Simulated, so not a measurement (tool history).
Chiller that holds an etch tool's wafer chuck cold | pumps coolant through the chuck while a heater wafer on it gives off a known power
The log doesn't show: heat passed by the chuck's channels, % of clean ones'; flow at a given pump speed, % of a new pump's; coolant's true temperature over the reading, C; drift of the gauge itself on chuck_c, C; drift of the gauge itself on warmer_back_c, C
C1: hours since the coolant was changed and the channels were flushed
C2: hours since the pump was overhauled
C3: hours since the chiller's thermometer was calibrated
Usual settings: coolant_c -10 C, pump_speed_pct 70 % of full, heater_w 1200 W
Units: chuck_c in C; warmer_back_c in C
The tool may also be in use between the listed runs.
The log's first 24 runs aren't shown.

run 25 hour=1676.7 | coolant_c=-18 pump_speed_pct=66 heater_w=1200 | C1=1433 C2=3867 C3=2927 | chuck_c=-7.7 warmer_back_c=4.79
run 26 hour=1743.6 | coolant_c=-17 pump_speed_pct=66 heater_w=851 | C1=1500 C2=3934 C3=2994 | chuck_c=-9.8 warmer_back_c=3.44
run 27 hour=1831.7 | coolant_c=-10 pump_speed_pct=70 heater_w=1605 | C1=1588 C2=4022 C3=3082 | chuck_c=3.1 warmer_back_c=6.03
run 28 hour=1889.8 | coolant_c=-10 pump_speed_pct=61 heater_w=1122 | C1=1646 C2=4080 C3=3141 | chuck_c=0.4 warmer_back_c=4.87
run 29 hour=1946 | coolant_c=-3 pump_speed_pct=75 heater_w=1143 | C1=1703 C2=4136 C3=3197 | chuck_c=5.4 warmer_back_c=4.02
run 30 hour=2030 | coolant_c=-3 pump_speed_pct=75 heater_w=1143 | C1=1787 C2=4220 C3=3281 | chuck_c=5.5 warmer_back_c=3.95
run 31 hour=2108.3 | coolant_c=-3 pump_speed_pct=75 heater_w=1143 | C1=1865 C2=4298 C3=3359 | chuck_c=5.5 warmer_back_c=4.02
run 32 hour=2203.5 | coolant_c=-9 pump_speed_pct=66 heater_w=1143 | C1=1960 C2=4393 C3=3454 | chuck_c=0.9 warmer_back_c=4.64

4 ways to go on from here, each from the tool as it stands after run 32. What would each give?
run A hour=2288.1 | coolant_c=-4 pump_speed_pct=60 heater_w=1200 | C1=2045 C2=4478 C3=3539 | chuck_c=? warmer_back_c=?
run B hour=2288.1 | coolant_c=-20 pump_speed_pct=72 heater_w=1649 | C1=2045 C2=4478 C3=3539 | chuck_c=? warmer_back_c=?
run C hour=2288.1 | coolant_c=-2 pump_speed_pct=94 heater_w=688 | C1=2045 C2=4478 C3=3539 | chuck_c=? warmer_back_c=?
run D hour=2288.1 | coolant_c=-4 pump_speed_pct=91 heater_w=1352 | C1=2045 C2=4478 C3=3539 | chuck_c=? warmer_back_c=?

run=A chuck_c=7.2 warmer_back_c=5.37
run=B chuck_c=-6.9 warmer_back_c=6.05
run=C chuck_c=2 warmer_back_c=1.95
run=D chuck_c=4.5 warmer_back_c=3.88
Without the tool's hidden state the same runs would have given:
run=A chuck_c=6.6 warmer_back_c=5.02
run=B chuck_c=-7.7 warmer_back_c=5.65
run=C chuck_c=2.1 warmer_back_c=1.83
run=D chuck_c=4.2 warmer_back_c=3.62
